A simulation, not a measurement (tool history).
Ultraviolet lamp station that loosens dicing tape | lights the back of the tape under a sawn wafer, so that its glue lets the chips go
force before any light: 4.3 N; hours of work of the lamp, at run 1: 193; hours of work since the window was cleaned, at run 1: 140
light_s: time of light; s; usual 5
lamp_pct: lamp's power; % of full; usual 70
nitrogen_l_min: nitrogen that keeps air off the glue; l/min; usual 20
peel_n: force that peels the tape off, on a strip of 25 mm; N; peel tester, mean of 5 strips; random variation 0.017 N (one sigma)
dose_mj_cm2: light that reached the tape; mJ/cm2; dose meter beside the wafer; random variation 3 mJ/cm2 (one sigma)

run,hour,light_s,lamp_pct,nitrogen_l_min,hours of work of the lamp,hours of work since the window was cleaned,peel_n,dose_mj_cm2
1,0,5,70,20,193,140,0.774,438
2,5.2,5,70,20,195,142,0.818,436
3,12.5,5,70,20,199,146,0.835,442
4,20.1,5,70,20,202,149,0.822,435
5,31.3,5,70,20,207,154,0.819,438
6,42.2,5,70,20,212,159,0.828,433
7,51.8,5,70,7,216,163,1.392,435
8,59.5,5,70,7,220,167,1.358,437
9,71.3,5,70,7,225,172,1.327,432
10,82.2,5,70,20,230,177,0.782,438
11,87.3,5,70,20,233,180,0.789,437
12,94.5,5,70,20,236,183,0.793,433
13,104.2,5,71,20,240,187,0.779,443
14,111.5,5,71,20,244,190,0.78,438
15,119.7,5,71,20,247,194,0.778,444
16,128.9,5,71,20,251,198,0.771,438
17,137.7,5,71,20,255,202,0.811,439
18,149.7,5,71,20,261,208,0.758,442
19,155.7,5,70,20,264,211,0.782,434
# hour 160.8: window cleaned of glue's vapour
20,162.2,5,67,8,266,1,1.347,416
21,173.9,2,71,8,272,6,2.665,180
22,183.2,6,68,33,276,10,0.48,504
23,192.9,6,69,7,280,15,1.102,517
24,199.4,6,69,7,283,18,1.123,517
25,211.3,2,69,13,289,23,2.33,170
26,218,8,70,20,292,26,0.439,695
27,227.4,8,70,20,296,30,0.412,696
28,239.3,3,85,34,301,36,0.957,319
29,248.6,2,61,19,306,40,2.354,152
30,259.2,5,60,37,310,45,0.731,370
31,267.4,5,87,37,314,48,0.435,544
32,274.7,4,63,12,317,52,1.499,315
33,282.4,4,63,12,321,55,1.532,313
34,292.5,4,86,12,326,60,1.057,427
35,297.6,10,84,7,328,62,0.413,1043
36,305.6,3,75,20,332,66,1.337,282
37,310.6,3,75,20,334,68,1.366,279

Hidden state at the last listed run before each entry between runs and at the first one after, where it differs:
Between runs 19 and 20: window cleaned of glue's vapour (hour 160.8)
  light that the window lets through, % of a clean one's: 99.8 -> 100
